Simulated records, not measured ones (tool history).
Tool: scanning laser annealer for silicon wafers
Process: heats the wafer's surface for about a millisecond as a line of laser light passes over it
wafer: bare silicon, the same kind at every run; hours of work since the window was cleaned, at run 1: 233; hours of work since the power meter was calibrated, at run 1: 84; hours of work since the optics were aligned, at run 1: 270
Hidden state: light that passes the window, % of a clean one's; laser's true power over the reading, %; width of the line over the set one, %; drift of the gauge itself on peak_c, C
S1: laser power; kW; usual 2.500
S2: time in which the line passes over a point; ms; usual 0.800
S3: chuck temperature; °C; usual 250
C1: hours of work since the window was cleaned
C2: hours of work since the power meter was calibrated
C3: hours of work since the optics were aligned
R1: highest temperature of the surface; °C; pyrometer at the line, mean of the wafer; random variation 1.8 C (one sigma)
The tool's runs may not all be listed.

{"run": 1, "hour": 0.0, "S1": 2.5, "S2": 0.8, "S3": 250, "C1": 233, "C2": 84, "C3": 270, "R1": 1002}
{"run": 2, "hour": 17.5, "S1": 2.5, "S2": 0.8, "S3": 250, "C1": 240, "C2": 91, "C3": 277, "R1": 1002}
{"run": 3, "hour": 27.6, "S1": 2.5, "S2": 0.8, "S3": 226, "C1": 245, "C2": 96, "C3": 282, "R1": 977}
{"run": 4, "hour": 39.7, "S1": 2.5, "S2": 0.8, "S3": 226, "C1": 250, "C2": 101, "C3": 287, "R1": 980}
{"run": 5, "hour": 56.1, "S1": 2.5, "S2": 0.8, "S3": 226, "C1": 257, "C2": 107, "C3": 294, "R1": 974}
{"run": 6, "hour": 66.7, "S1": 2.5, "S2": 0.8, "S3": 226, "C1": 261, "C2": 112, "C3": 298, "R1": 979}
{"run": 7, "hour": 83.5, "S1": 2.257, "S2": 0.8, "S3": 226, "C1": 268, "C2": 119, "C3": 305, "R1": 901}
{"run": 8, "hour": 96.2, "S1": 2.257, "S2": 0.8, "S3": 226, "C1": 273, "C2": 124, "C3": 310, "R1": 901}
{"run": 9, "hour": 106.6, "S1": 2.257, "S2": 0.8, "S3": 226, "C1": 278, "C2": 129, "C3": 315, "R1": 901}
{"run": 10, "hour": 114.4, "S1": 2.257, "S2": 0.939, "S3": 226, "C1": 281, "C2": 132, "C3": 318, "R1": 956}
{"run": 11, "hour": 129.5, "S1": 2.257, "S2": 0.939, "S3": 226, "C1": 287, "C2": 138, "C3": 324, "R1": 952}
{"run": 12, "hour": 142.6, "S1": 2.5, "S2": 0.8, "S3": 250, "C1": 293, "C2": 144, "C3": 330, "R1": 997}
{"run": 13, "hour": 154.6, "S1": 2.5, "S2": 0.8, "S3": 250, "C1": 298, "C2": 149, "C3": 335, "R1": 999}
{"run": 14, "hour": 170.3, "S1": 2.162, "S2": 0.8, "S3": 225, "C1": 304, "C2": 155, "C3": 341, "R1": 867}
{"run": 15, "hour": 180.7, "S1": 2.162, "S2": 0.8, "S3": 230, "C1": 309, "C2": 159, "C3": 346, "R1": 870}
{"hour": 187.0, "done": "optics aligned, line set to its width"}
{"run": 16, "hour": 202.9, "S1": 2.162, "S2": 0.8, "S3": 230, "C1": 316, "C2": 167, "C3": 7, "R1": 870}
{"run": 17, "hour": 214.7, "S1": 2.517, "S2": 0.839, "S3": 258, "C1": 321, "C2": 172, "C3": 12, "R1": 1023}
{"run": 18, "hour": 227.3, "S1": 2.418, "S2": 0.8, "S3": 268, "C1": 326, "C2": 177, "C3": 17, "R1": 983}
{"run": 19, "hour": 239.5, "S1": 2.418, "S2": 0.8, "S3": 268, "C1": 331, "C2": 182, "C3": 22, "R1": 983}
{"run": 20, "hour": 252.2, "S1": 2.534, "S2": 0.8, "S3": 285, "C1": 336, "C2": 187, "C3": 27, "R1": 1034}
{"run": 21, "hour": 267.6, "S1": 2.5, "S2": 0.587, "S3": 286, "C1": 343, "C2": 194, "C3": 34, "R1": 920}
{"hour": 285.2, "done": "optics aligned, line set to its width, once more"}
{"run": 22, "hour": 285.3, "S1": 2.429, "S2": 0.797, "S3": 277, "C1": 348, "C2": 199, "C3": 0, "R1": 1000}
{"run": 23, "hour": 294.2, "S1": 2.173, "S2": 0.797, "S3": 224, "C1": 352, "C2": 203, "C3": 4, "R1": 870}
{"run": 24, "hour": 309.7, "S1": 2.173, "S2": 0.797, "S3": 224, "C1": 358, "C2": 209, "C3": 10, "R1": 869}
{"run": 25, "hour": 320.8, "S1": 2.173, "S2": 0.797, "S3": 224, "C1": 363, "C2": 214, "C3": 15, "R1": 867}

Forecast each of these 4 alternatives for the next run:
{"run": "A", "hour": 337.5, "S1": 2.629, "S2": 0.623, "S3": 281, "C1": 370, "C2": 221, "C3": 22, "R1": "?"}
{"run": "B", "hour": 337.5, "S1": 2.5, "S2": 0.8, "S3": 254, "C1": 370, "C2": 221, "C3": 22, "R1": "?"}
{"run": "C", "hour": 337.5, "S1": 2.386, "S2": 0.831, "S3": 258, "C1": 370, "C2": 221, "C3": 22, "R1": "?"}
{"run": "D", "hour": 337.5, "S1": 2.13, "S2": 0.797, "S3": 260, "C1": 370, "C2": 221, "C3": 22, "R1": "?"}

run=A R1=974
run=B R1=1000
run=C R1=983
run=D R1=889
Without the tool's hidden state the same runs would have given:
run=A R1=1007
run=B R1=1036
run=C R1=1018
run=D R1=919

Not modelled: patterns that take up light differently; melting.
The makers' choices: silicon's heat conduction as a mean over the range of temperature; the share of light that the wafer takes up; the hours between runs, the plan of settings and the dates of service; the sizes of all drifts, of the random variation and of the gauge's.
